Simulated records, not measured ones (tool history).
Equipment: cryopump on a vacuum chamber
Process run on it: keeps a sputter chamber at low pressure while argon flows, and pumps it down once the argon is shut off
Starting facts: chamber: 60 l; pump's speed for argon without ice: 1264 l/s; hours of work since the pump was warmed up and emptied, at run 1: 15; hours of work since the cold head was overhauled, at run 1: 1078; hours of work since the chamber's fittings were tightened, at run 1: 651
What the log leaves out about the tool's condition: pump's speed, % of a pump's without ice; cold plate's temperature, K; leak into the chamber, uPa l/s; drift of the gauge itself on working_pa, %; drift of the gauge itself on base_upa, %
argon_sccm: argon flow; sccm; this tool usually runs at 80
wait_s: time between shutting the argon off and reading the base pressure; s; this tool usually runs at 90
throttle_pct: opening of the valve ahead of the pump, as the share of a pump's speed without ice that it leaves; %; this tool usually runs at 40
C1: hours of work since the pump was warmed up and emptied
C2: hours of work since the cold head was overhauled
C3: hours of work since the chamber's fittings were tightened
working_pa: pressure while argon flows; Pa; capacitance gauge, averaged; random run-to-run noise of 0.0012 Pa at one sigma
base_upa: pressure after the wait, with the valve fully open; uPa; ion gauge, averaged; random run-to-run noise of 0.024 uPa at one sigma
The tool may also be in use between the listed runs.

{"run": 1, "hour": 0.0, "argon_sccm": 80, "wait_s": 90, "throttle_pct": 40, "C1": 15, "C2": 1078, "C3": 651, "working_pa": 0.2703, "base_upa": 1.58}
{"run": 2, "hour": 14.3, "argon_sccm": 80, "wait_s": 90, "throttle_pct": 40, "C1": 27, "C2": 1090, "C3": 664, "working_pa": 0.27, "base_upa": 1.6}
{"run": 3, "hour": 33.6, "argon_sccm": 80, "wait_s": 90, "throttle_pct": 40, "C1": 44, "C2": 1107, "C3": 680, "working_pa": 0.2701, "base_upa": 1.59}
{"run": 4, "hour": 50.2, "argon_sccm": 80, "wait_s": 215, "throttle_pct": 40, "C1": 58, "C2": 1121, "C3": 694, "working_pa": 0.2693, "base_upa": 1.18}
{"run": 5, "hour": 70.4, "argon_sccm": 80, "wait_s": 215, "throttle_pct": 40, "C1": 75, "C2": 1138, "C3": 712, "working_pa": 0.2712, "base_upa": 1.2}
{"run": 6, "hour": 99.2, "argon_sccm": 59, "wait_s": 90, "throttle_pct": 40, "C1": 100, "C2": 1163, "C3": 737, "working_pa": 0.2014, "base_upa": 1.65}
{"run": 7, "hour": 128.5, "argon_sccm": 59, "wait_s": 90, "throttle_pct": 40, "C1": 126, "C2": 1189, "C3": 762, "working_pa": 0.204, "base_upa": 1.73}
{"run": 8, "hour": 154.0, "argon_sccm": 80, "wait_s": 90, "throttle_pct": 40, "C1": 148, "C2": 1211, "C3": 784, "working_pa": 0.2727, "base_upa": 1.69}
{"run": 9, "hour": 181.6, "argon_sccm": 80, "wait_s": 226, "throttle_pct": 40, "C1": 172, "C2": 1235, "C3": 808, "working_pa": 0.2759, "base_upa": 1.32}
{"run": 10, "hour": 208.3, "argon_sccm": 80, "wait_s": 226, "throttle_pct": 40, "C1": 195, "C2": 1258, "C3": 831, "working_pa": 0.2769, "base_upa": 1.33}
{"run": 11, "hour": 228.9, "argon_sccm": 80, "wait_s": 95, "throttle_pct": 40, "C1": 212, "C2": 1275, "C3": 849, "working_pa": 0.2757, "base_upa": 1.73}
{"run": 12, "hour": 258.1, "argon_sccm": 80, "wait_s": 95, "throttle_pct": 40, "C1": 238, "C2": 1301, "C3": 874, "working_pa": 0.2767, "base_upa": 1.8}
{"run": 13, "hour": 288.1, "argon_sccm": 80, "wait_s": 90, "throttle_pct": 40, "C1": 263, "C2": 1326, "C3": 900, "working_pa": 0.2785, "base_upa": 1.85}
{"run": 14, "hour": 308.9, "argon_sccm": 80, "wait_s": 90, "throttle_pct": 40, "C1": 281, "C2": 1344, "C3": 918, "working_pa": 0.2818, "base_upa": 1.85}
{"run": 15, "hour": 329.4, "argon_sccm": 80, "wait_s": 90, "throttle_pct": 40, "C1": 299, "C2": 1362, "C3": 936, "working_pa": 0.281, "base_upa": 1.92}
{"run": 16, "hour": 355.3, "argon_sccm": 80, "wait_s": 90, "throttle_pct": 40, "C1": 321, "C2": 1384, "C3": 958, "working_pa": 0.2822, "base_upa": 1.9}
{"run": 17, "hour": 380.3, "argon_sccm": 80, "wait_s": 99, "throttle_pct": 40, "C1": 343, "C2": 1406, "C3": 980, "working_pa": 0.2833, "base_upa": 1.92}

Run 18 comes next. What will it give?
{"run": 18, "hour": 404.8, "argon_sccm": 80, "wait_s": 99, "throttle_pct": 40, "C1": 364, "C2": 1427, "C3": 1001, "working_pa": "?", "base_upa": "?"}

Run 18 measured working_pa 0.2835 Pa, base_upa 1.95 uPa.
Were there no unlogged condition in the tool, this run, its random variation unchanged, would have produced working_pa 0.2676 Pa, base_upa 0.85 uPa.

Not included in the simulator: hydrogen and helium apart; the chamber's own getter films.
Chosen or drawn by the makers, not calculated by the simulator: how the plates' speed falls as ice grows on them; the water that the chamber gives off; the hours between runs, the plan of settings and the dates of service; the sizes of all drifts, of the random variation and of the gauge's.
